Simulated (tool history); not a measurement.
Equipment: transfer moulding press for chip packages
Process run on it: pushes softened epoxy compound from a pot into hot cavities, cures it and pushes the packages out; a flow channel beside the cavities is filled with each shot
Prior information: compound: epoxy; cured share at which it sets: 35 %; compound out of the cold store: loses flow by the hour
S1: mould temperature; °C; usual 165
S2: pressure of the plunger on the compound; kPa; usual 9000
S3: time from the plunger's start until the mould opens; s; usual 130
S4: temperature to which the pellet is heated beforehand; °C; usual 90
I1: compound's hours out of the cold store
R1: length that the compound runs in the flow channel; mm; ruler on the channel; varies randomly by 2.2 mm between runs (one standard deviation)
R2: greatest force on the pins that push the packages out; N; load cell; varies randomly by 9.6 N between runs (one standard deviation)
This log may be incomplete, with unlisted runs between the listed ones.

run   hour   S1    S2   S3  S4    I1   R1   R2
  1    0.0  165  9000  130  90  36.7  709  432
      34.9  -- cavities cleaned with cleaning compound and waxed
  2   82.4  172  9000  130  90  32.6  681  407
  3  147.0  172  9000  130  90  32.1  684  416
     160.4  -- cavities cleaned with cleaning compound and waxed
  4  186.0  167  9000  130  90  28.9  712  418
  5  262.9  167  9000  130  90  44.2  686  417
     280.9  -- cavities cleaned with cleaning compound and waxed
  6  328.3  167  9000  130  90   8.1  750  430
     343.2  -- plunger's sealing rings changed
     408.4  -- cavities cleaned with cleaning compound and waxed
  7  413.8  167  9000  130  90  32.2  710  409
  8  457.8  165  9000  126  90   8.3  759  457
     529.3  -- cavities cleaned with cleaning compound and waxed
  9  546.8  165  9000  130  90  34.7  713  422
 10  590.6  169  9000  130  90  22.3  714  414
     649.1  -- cavities cleaned with cleaning compound and waxed
 11  679.7  165  9000  130  90  20.2  735  453
     712.9  -- mould's thermocouples calibrated
 12  729.5  165  9000  130  90  35.9  706  445
     776.7  -- cavities cleaned with cleaning compound and waxed
 13  809.9  165  9000  130  90  23.8  726  436
 14  864.9  165  9000  140  90  43.9  692  422

What does the tool deliver on the next run?
     898.6  -- cavities cleaned with cleaning compound and waxed
 15  925.8  165  9000  140  90  35.1   ?   ?

R1: 710 mm
R2: 415 N
On a tool with no hidden condition, and with the same random variation, this run would have come out at R1 711 mm, R2 412 N.
